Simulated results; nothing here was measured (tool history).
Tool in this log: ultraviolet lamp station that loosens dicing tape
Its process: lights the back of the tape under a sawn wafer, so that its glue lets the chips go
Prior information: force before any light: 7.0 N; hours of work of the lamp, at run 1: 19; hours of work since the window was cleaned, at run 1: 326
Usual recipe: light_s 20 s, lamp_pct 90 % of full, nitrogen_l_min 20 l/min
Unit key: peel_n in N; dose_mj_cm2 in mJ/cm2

| run | day | light_s | lamp_pct | nitrogen_l_min | hours of work of the lamp | hours of work since the window was cleaned | peel_n | dose_mj_cm2 |
|---|---|---|---|---|---|---|---|---|
| 1 | 0.000 | 20 | 90 | 20 | 19 | 326 | 0.138 | 315 |
| 2 | 0.425 | 20 | 90 | 20 | 24 | 331 | 0.153 | 315 |
| 3 | 0.933 | 20 | 90 | 20 | 30 | 336 | 0.151 | 314 |
| 4 | 1.546 | 23 | 90 | 20 | 37 | 344 | 0.127 | 357 |
| 5 | 1.946 | 23 | 90 | 20 | 41 | 348 | 0.112 | 358 |
| 6 | 2.233 | 23 | 90 | 20 | 45 | 351 | 0.123 | 355 |
| 7 | 2.604 | 23 | 90 | 20 | 49 | 356 | 0.116 | 351 |
| 8 | 3.075 | 23 | 89 | 20 | 54 | 361 | 0.118 | 345 |
| 9 | 3.617 | 20 | 90 | 20 | 61 | 367 | 0.158 | 303 |
| 10 | 4.033 | 36 | 98 | 10 | 65 | 372 | 0.071 | 595 |
| 11 | 4.383 | 16 | 77 | 10 | 70 | 376 | 0.720 | 209 |
| 12 | 4.938 | 16 | 77 | 10 | 76 | 383 | 0.715 | 207 |
| 13 | 5.375 | 32 | 77 | 7 | 81 | 388 | 0.190 | 412 |

Forecast run 14:
| 14 | 5.725 | 32 | 61 | 7 | 85 | 392 | ? | ? |

{"run 14": {"peel_n": 0.341, "dose_mj_cm2": 325}}
Without the tool's hidden state the same run would have given peel_n 0.217 N, dose_mj_cm2 389 mJ/cm2.
